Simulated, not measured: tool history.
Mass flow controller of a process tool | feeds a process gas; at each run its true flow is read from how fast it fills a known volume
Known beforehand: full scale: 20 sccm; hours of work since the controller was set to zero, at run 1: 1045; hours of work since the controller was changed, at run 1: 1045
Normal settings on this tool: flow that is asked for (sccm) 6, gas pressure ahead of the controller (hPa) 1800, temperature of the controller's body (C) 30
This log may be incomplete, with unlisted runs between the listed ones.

run	hour	flow that is asked for (sccm)	gas pressure ahead of the controller (hPa)	temperature of the controller's body (C)	hours of work since the controller was set to zero	hours of work since the controller was changed	true flow (%)
1	0	6	1800	30	1045	1045	99.13
2	47.8	6	1800	30	1070	1070	99.14
3	102.6	6	1800	30	1099	1099	99.08
4	142.4	6	1800	30	1120	1120	99.31
5	181.7	6	1800	30	1140	1140	99.17
6	224.5	2	1800	30	1163	1163	98.7
7	273.6	2	2620	30	1189	1189	98.49
8	338.8	2	2620	30	1223	1223	98.42
9	385.7	6	1900	30	1248	1248	99.15
10	460.3	5	1900	30	1287	1287	99.11
11	531.4	5	1900	30	1324	1324	99.1
12	582.1	5	1900	30	1351	1351	99.12
13	618.1	10	2070	32	1370	1370	99.54
14	688.3	9	2560	36	1407	1407	99.71
15	748.1	9	2560	20	1438	1438	98.09
16	790.1	9	1650	36	1460	1460	100.06
17	830.4	9	1650	36	1481	1481	100.1
18	886.8	19	1800	28	1511	1511	100.37
19	944.5	12	1450	37	1541	1541	100.73

Below are 5 alternative next runs, each starting from the tool's condition after run 19. Predict each:
A	1002.3	6	1450	29	1571	1571	?
B	1002.3	3	1720	37	1571	1571	?
C	1002.3	16	2730	23	1571	1571	?
D	1002.3	14	1620	36	1571	1571	?
E	1002.3	12	2020	37	1571	1571	?

run	true flow (%)
A	99.23
B	99.54
C	99.04
D	100.66
E	100.41
Had the tool no hidden state, the same runs would have come out as:
run	true flow (%)
A	99.24
B	99.55
C	99.04
D	100.67
E	100.41
